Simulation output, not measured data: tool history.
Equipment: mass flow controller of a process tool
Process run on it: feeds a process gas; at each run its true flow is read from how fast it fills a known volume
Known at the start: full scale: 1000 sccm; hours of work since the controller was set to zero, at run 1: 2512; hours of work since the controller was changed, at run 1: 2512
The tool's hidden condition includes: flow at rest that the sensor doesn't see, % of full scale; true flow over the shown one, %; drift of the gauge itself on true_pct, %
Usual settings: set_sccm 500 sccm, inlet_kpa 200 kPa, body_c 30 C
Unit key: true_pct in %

run,hour,set_sccm,inlet_kpa,body_c,hours of work since the controller was set to zero,hours of work since the controller was changed,true_pct
1,0.0,500,200,30,2512,2512,100.06
2,71.0,500,200,30,2553,2553,100.01
3,113.4,500,200,30,2577,2577,100.20
4,173.5,500,200,30,2612,2612,100.04
5,233.3,663,200,30,2646,2646,100.41
6,268.9,663,200,30,2667,2667,100.50
7,349.7,500,200,30,2713,2713,100.10
8,387.4,851,200,33,2735,2735,101.37
9,462.2,483,272,27,2777,2777,99.84
10,536.8,483,272,27,2820,2820,99.99
11,588.9,892,256,27,2850,2850,101.01
12,633.0,500,276,37,2876,2876,101.02
13,674.7,500,276,37,2899,2899,101.04
14,714.7,500,276,37,2922,2922,101.19

Forecast each of these 4 alternatives for the next run:
A,789.6,500,145,37,2965,2965,?
B,789.6,861,223,36,2965,2965,?
C,789.6,500,230,30,2965,2965,?
D,789.6,543,200,30,2965,2965,?

run,true_pct
A,100.68
B,101.69
C,100.37
D,100.26
With no hidden state in the tool, these same runs would have given:
run,true_pct
A,100.22
B,100.89
C,99.91
D,99.73
